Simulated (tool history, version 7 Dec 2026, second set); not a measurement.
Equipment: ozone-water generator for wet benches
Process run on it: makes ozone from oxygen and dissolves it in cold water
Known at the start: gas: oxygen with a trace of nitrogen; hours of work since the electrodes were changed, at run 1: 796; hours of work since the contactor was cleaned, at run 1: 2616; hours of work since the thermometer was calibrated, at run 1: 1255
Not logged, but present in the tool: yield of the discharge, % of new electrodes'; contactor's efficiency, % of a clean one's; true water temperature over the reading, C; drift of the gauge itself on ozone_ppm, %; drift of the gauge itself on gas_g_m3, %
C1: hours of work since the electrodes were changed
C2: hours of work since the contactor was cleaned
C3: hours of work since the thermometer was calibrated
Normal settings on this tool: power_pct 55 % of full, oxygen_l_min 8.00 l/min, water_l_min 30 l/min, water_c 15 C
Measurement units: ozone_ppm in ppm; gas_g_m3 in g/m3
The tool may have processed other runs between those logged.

Run 1, hour 0.0: usual settings; C1 796; C2 2616; C3 1255. Result: ozone_ppm 15.3 ppm, gas_g_m3 171.2 g/m3.
Run 2, hour 39.6: usual settings; C1 833; C2 2654; C3 1292. Result: ozone_ppm 15.3 ppm, gas_g_m3 171.8 g/m3.
Run 3, hour 77.7: usual settings; C1 869; C2 2690; C3 1328. Result: ozone_ppm 15.4 ppm, gas_g_m3 171.2 g/m3.
Run 4, hour 99.0: usual settings; C1 889; C2 2710; C3 1348. Result: ozone_ppm 15.3 ppm, gas_g_m3 172.4 g/m3.
Run 5, hour 141.4: usual settings; C1 929; C2 2750; C3 1388. Result: ozone_ppm 15.3 ppm, gas_g_m3 170.4 g/m3.
Run 6, hour 164.4: usual settings; C1 951; C2 2771; C3 1410. Result: ozone_ppm 15.2 ppm, gas_g_m3 172.6 g/m3.
Run 7, hour 204.0: usual settings; C1 988; C2 2809; C3 1447. Result: ozone_ppm 15.1 ppm, gas_g_m3 170.2 g/m3.
Run 8, hour 232.9: usual settings; C1 1016; C2 2836; C3 1474. Result: ozone_ppm 15.3 ppm, gas_g_m3 169.8 g/m3.
Run 9, hour 253.0: usual settings; C1 1034; C2 2855; C3 1493. Result: ozone_ppm 15.2 ppm, gas_g_m3 169.5 g/m3.
Run 10, hour 287.5: usual settings but water_l_min 40 l/min; C1 1067; C2 2888; C3 1526. Result: ozone_ppm 11.5 ppm, gas_g_m3 168.9 g/m3.
Run 11, hour 307.8: usual settings; C1 1086; C2 2907; C3 1545. Result: ozone_ppm 15.0 ppm, gas_g_m3 169.2 g/m3.
Run 12, hour 337.1: usual settings; C1 1114; C2 2934; C3 1573. Result: ozone_ppm 14.7 ppm, gas_g_m3 169.9 g/m3.
Run 13, hour 361.9: usual settings; C1 1137; C2 2958; C3 1596. Result: ozone_ppm 14.9 ppm, gas_g_m3 168.4 g/m3.
Run 14, hour 379.6: usual settings; C1 1154; C2 2974; C3 1613. Result: ozone_ppm 14.9 ppm, gas_g_m3 168.8 g/m3.
Run 15, hour 406.7: usual settings but water_l_min 40 l/min; C1 1179; C2 3000; C3 1638. Result: ozone_ppm 11.5 ppm, gas_g_m3 170.4 g/m3.
Run 16, hour 429.0: usual settings but water_l_min 40 l/min, water_c 13 C; C1 1200; C2 3021; C3 1659. Result: ozone_ppm 11.7 ppm, gas_g_m3 168.3 g/m3.
Run 17, hour 469.3: usual settings; C1 1239; C2 3059; C3 1697. Result: ozone_ppm 14.9 ppm, gas_g_m3 170.7 g/m3.
Run 18, hour 496.1: usual settings but water_c 8 C; C1 1264; C2 3084; C3 1723. Result: ozone_ppm 16.1 ppm, gas_g_m3 168.6 g/m3.
Run 19, hour 519.9: usual settings but oxygen_l_min 13.80 l/min, water_c 8 C; C1 1286; C2 3107; C3 1745. Result: ozone_ppm 16.9 ppm, gas_g_m3 129.1 g/m3.
Run 20, hour 559.2: usual settings but power_pct 77 % of full, oxygen_l_min 13.80 l/min, water_c 8 C; C1 1323; C2 3144; C3 1782. Result: ozone_ppm 22.6 ppm, gas_g_m3 174.1 g/m3.
Run 21, hour 592.8: usual settings but power_pct 77 % of full, oxygen_l_min 13.80 l/min, water_c 8 C; C1 1355; C2 3176; C3 1814. Result: ozone_ppm 22.5 ppm, gas_g_m3 172.3 g/m3.
Run 22, hour 618.2: usual settings but power_pct 77 % of full, oxygen_l_min 13.80 l/min, water_l_min 43 l/min, water_c 13 C; C1 1379; C2 3200; C3 1838. Result: ozone_ppm 15.3 ppm, gas_g_m3 172.0 g/m3.
Run 23, hour 641.6: usual settings but oxygen_l_min 9.98 l/min, water_l_min 33 l/min, water_c 13 C; C1 1401; C2 3222; C3 1860. Result: ozone_ppm 14.3 ppm, gas_g_m3 152.1 g/m3.
Run 24, hour 683.6: usual settings but power_pct 65 % of full, oxygen_l_min 9.06 l/min, water_l_min 22 l/min, water_c 13 C; C1 1441; C2 3261; C3 1900. Result: ozone_ppm 22.8 ppm, gas_g_m3 183.2 g/m3.
Run 25, hour 726.9: usual settings but power_pct 67 % of full, oxygen_l_min 14.25 l/min, water_l_min 46 l/min, water_c 16 C; C1 1482; C2 3302; C3 1940. Result: ozone_ppm 12.5 ppm, gas_g_m3 149.9 g/m3.
Run 26, hour 764.6: usual settings but power_pct 86 % of full, oxygen_l_min 14.25 l/min, water_l_min 46 l/min, water_c 8 C; C1 1517; C2 3338; C3 1976. Result: ozone_ppm 17.1 ppm, gas_g_m3 187.7 g/m3.
Run 27, hour 803.4: usual settings but oxygen_l_min 5.05 l/min; C1 1554; C2 3374; C3 2013. Result: ozone_ppm 13.7 ppm, gas_g_m3 208.8 g/m3.
Run 28, hour 844.6: usual settings but power_pct 47 % of full, oxygen_l_min 7.56 l/min; C1 1593; C2 3413; C3 2052. Result: ozone_ppm 12.5 ppm, gas_g_m3 151.3 g/m3.
Run 29, hour 885.0: usual settings but power_pct 54 % of full; C1 1631; C2 3452; C3 2090. Result: ozone_ppm 14.2 ppm, gas_g_m3 165.5 g/m3.
Run 30, hour 926.8: usual settings but power_pct 46 % of full, oxygen_l_min 5.30 l/min, water_c 12 C; C1 1670; C2 3491; C3 2129. Result: ozone_ppm 12.2 ppm, gas_g_m3 175.5 g/m3.
Run 31, hour 946.0: usual settings but power_pct 46 % of full, oxygen_l_min 5.30 l/min, water_c 12 C; C1 1688; C2 3509; C3 2147. Result: ozone_ppm 12.3 ppm, gas_g_m3 177.3 g/m3.
Run 32, hour 984.8: usual settings but power_pct 46 % of full, oxygen_l_min 5.30 l/min, water_c 12 C; C1 1725; C2 3546; C3 2184. Result: ozone_ppm 12.4 ppm, gas_g_m3 174.6 g/m3.
Run 33, hour 1008.2: usual settings but power_pct 76 % of full, oxygen_l_min 5.91 l/min, water_l_min 36 l/min, water_c 8 C; C1 1747; C2 3568; C3 2206. Result: ozone_ppm 16.2 ppm, gas_g_m3 254.9 g/m3.

Branching from run 33: 4 alternative next runs. What would each branch give?
Run A, hour 1028.9: usual settings but power_pct 76 % of full, oxygen_l_min 7.77 l/min, water_l_min 34 l/min, water_c 12 C; C1 1767; C2 3587; C3 2225. Result: ozone_ppm ?, gas_g_m3 ?.
Run B, hour 1028.9: usual settings but power_pct 73 % of full, oxygen_l_min 5.91 l/min, water_l_min 36 l/min, water_c 23 C; C1 1767; C2 3587; C3 2225. Result: ozone_ppm ?, gas_g_m3 ?.
Run C, hour 1028.9: usual settings but power_pct 72 % of full, oxygen_l_min 5.91 l/min, water_l_min 40 l/min, water_c 14 C; C1 1767; C2 3587; C3 2225. Result: ozone_ppm ?, gas_g_m3 ?.
Run D, hour 1028.9: usual settings but power_pct 75 % of full, oxygen_l_min 7.58 l/min, water_l_min 36 l/min, water_c 8 C; C1 1767; C2 3587; C3 2225. Result: ozone_ppm ?, gas_g_m3 ?.

run  ozone_ppm  gas_g_m3
  A       17.6     220.5
  B       13.4     245.3
  C       13.4     244.6
  D       16.8     223.4
With the hidden condition removed and each run's random variation left untouched, the same runs would have given:
run  ozone_ppm  gas_g_m3
  A       21.2     236.4
  B       16.2     262.3
  C       16.1     261.3
  D       20.2     239.2
